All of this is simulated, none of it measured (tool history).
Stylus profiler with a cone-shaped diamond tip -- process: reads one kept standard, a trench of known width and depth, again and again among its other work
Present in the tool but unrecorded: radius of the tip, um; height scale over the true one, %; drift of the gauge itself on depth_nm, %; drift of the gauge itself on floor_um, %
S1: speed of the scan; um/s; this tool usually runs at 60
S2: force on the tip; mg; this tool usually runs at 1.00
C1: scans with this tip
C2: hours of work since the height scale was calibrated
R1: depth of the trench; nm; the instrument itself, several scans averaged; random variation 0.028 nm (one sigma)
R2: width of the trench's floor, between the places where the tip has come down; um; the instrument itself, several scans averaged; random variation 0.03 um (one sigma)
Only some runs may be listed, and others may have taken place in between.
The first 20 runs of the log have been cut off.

run,hour,S1,S2,C1,C2,R1,R2
21,1396.1,77,1.84,419,46,100.77,47.72
22,1478.6,77,1.84,810,89,100.75,47.69
23,1540.6,77,0.68,1105,121,100.43,47.50
# hour 1550.7: height scale calibrated on a step standard
24,1616.3,18,1.54,1462,34,100.76,47.74
25,1672.8,60,2.47,1731,64,101.05,47.65
26,1775.3,228,2.55,2218,117,101.06,47.20
27,1865.3,58,0.43,2646,164,100.50,47.33
# hour 1921.7: height scale calibrated on a step standard, once more
28,1934.8,83,1.92,2973,7,100.71,47.39
29,2019.8,83,1.92,3377,51,100.75,47.31
30,2085.0,21,0.51,3687,85,100.34,47.41
31,2175.4,96,0.61,4117,132,100.38,47.02
32,2264.7,60,1.00,4541,178,100.56,47.28
33,2335.8,135,1.06,4879,215,100.61,46.94
34,2442.9,135,1.06,5388,271,100.59,46.91
35,2523.7,147,0.77,5772,313,100.56,46.71
36,2615.8,230,1.00,6210,361,100.64,46.52
37,2673.3,230,1.00,6483,391,100.67,46.42
38,2739.4,21,1.43,6797,425,100.79,47.12
39,2789.2,35,1.44,7034,451,100.85,47.08
40,2866.3,44,0.68,7400,492,100.48,46.99

Here are 4 independent what-if runs from the current tool condition. What would each one return?
A,2930.0,177,0.68,7703,525,?,?
B,2930.0,57,0.62,7703,525,?,?
C,2930.0,71,1.52,7703,525,?,?
D,2930.0,16,2.59,7703,525,?,?

run,R1,R2
A,100.61,46.38
B,100.56,46.91
C,100.90,46.93
D,101.10,47.07
Without the tool's unlogged condition, the same runs would have read:
run,R1,R2
A,100.39,47.26
B,100.34,47.79
C,100.68,47.80
D,100.87,47.95
